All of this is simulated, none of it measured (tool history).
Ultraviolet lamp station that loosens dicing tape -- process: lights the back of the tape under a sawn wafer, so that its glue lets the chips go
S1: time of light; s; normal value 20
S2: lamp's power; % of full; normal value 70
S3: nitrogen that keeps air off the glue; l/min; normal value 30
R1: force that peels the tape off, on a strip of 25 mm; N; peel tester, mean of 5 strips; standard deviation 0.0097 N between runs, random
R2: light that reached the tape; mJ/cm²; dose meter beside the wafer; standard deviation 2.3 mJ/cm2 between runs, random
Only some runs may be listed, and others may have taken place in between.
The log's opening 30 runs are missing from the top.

run   hour  S1   S2  S3     R1   R2
 31  310.6  18   88  10  0.936  211
 32  319.6  12   64  30  1.230  100
 33  330.3  12   64  30  1.197  102
 34  336.8  38   77  58  0.096  384
 35  345.7  11  100  58  0.580  144
 36  353.5  14   70  30  0.973  124
 37  363.8  14   70  30  0.948  127
 38  371.5  10   71  45  1.114   91
 39  382.7  30   70  30  0.302  267
 40  394.8  32   70  11  0.573  284
 41  401.7  30   70  11  0.671  263
 42  415.2  24   70  54  0.315  211
 43  429.5  24   70  54  0.310  208

Here are 4 independent what-if runs from the current tool condition. What would each one return?
  A  438.2  20  88  39   ?   ?
  B  438.2  35  80  12   ?   ?
  C  438.2  16  83  59   ?   ?
  D  438.2  20  80  30   ?   ?

run     R1   R2
  A  0.369  216
  B  0.386  347
  C  0.469  164
  D  0.527  197
Had the tool no hidden state, the same runs would have come out as:
run     R1   R2
  A  0.219  281
  B  0.228  452
  C  0.285  214
  D  0.325  257

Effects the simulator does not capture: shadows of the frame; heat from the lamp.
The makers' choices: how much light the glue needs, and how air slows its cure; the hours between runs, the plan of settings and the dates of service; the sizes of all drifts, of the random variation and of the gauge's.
